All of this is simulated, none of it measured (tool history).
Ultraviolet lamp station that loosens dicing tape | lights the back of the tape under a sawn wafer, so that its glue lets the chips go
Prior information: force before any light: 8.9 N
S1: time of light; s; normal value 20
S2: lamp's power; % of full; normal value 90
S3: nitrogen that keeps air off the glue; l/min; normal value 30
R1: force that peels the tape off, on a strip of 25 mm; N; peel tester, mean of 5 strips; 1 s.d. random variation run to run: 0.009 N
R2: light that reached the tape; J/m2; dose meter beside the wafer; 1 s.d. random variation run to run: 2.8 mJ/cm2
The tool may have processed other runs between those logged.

run,day,S1,S2,S3,R1,R2
1,0,20,90,30,0.47,3650
2,0.438,20,90,30,0.473,3610
3,0.871,20,90,30,0.466,3550
4,1.275,20,90,30,0.489,3640
5,1.546,20,90,30,0.496,3540
6,1.729,20,90,13,0.93,3590
7,2.125,20,90,13,0.917,3540
8,2.471,20,90,13,0.928,3550
9,2.829,20,90,13,0.929,3510
10,3.225,14,68,31,1.811,1860
# day 3.279: window cleaned of glue's vapour
11,3.575,11,82,18,2.488,1720
12,3.808,11,82,18,2.562,1700
13,4.029,18,63,20,1.806,2140
14,4.312,18,63,20,1.829,2100
# day 4.538: window cleaned of glue's vapour, once more
15,4.558,17,84,30,0.728,2990
16,4.812,32,89,21,0.181,6010
17,5.254,32,90,17,0.219,6070

For each run, the measured value with the value that run would have given without the tool's hidden condition subtracted. The run-to-run variation is shared by both, the gauge scatter possibly not:
Hidden conditions of the tool in this case: lamp's light, % of a new lamp's; light that the window lets through, % of a clean one's; drift of the gauge itself on peel_n, %; drift of the gauge itself on dose_mj_cm2, %.
run,R1,R2
1,+0.097,-360
2,+0.102,-380
3,+0.104,-380
4,+0.109,-400
5,+0.113,-400
6,+0.195,-410
7,+0.197,-420
8,+0.203,-430
9,+0.209,-440
10,+0.325,-240
11,+0.473,-290
12,+0.492,-300
13,+0.431,-380
14,+0.44,-380
15,+0.072,-140
16,+0.015,-300
17,+0.022,-320
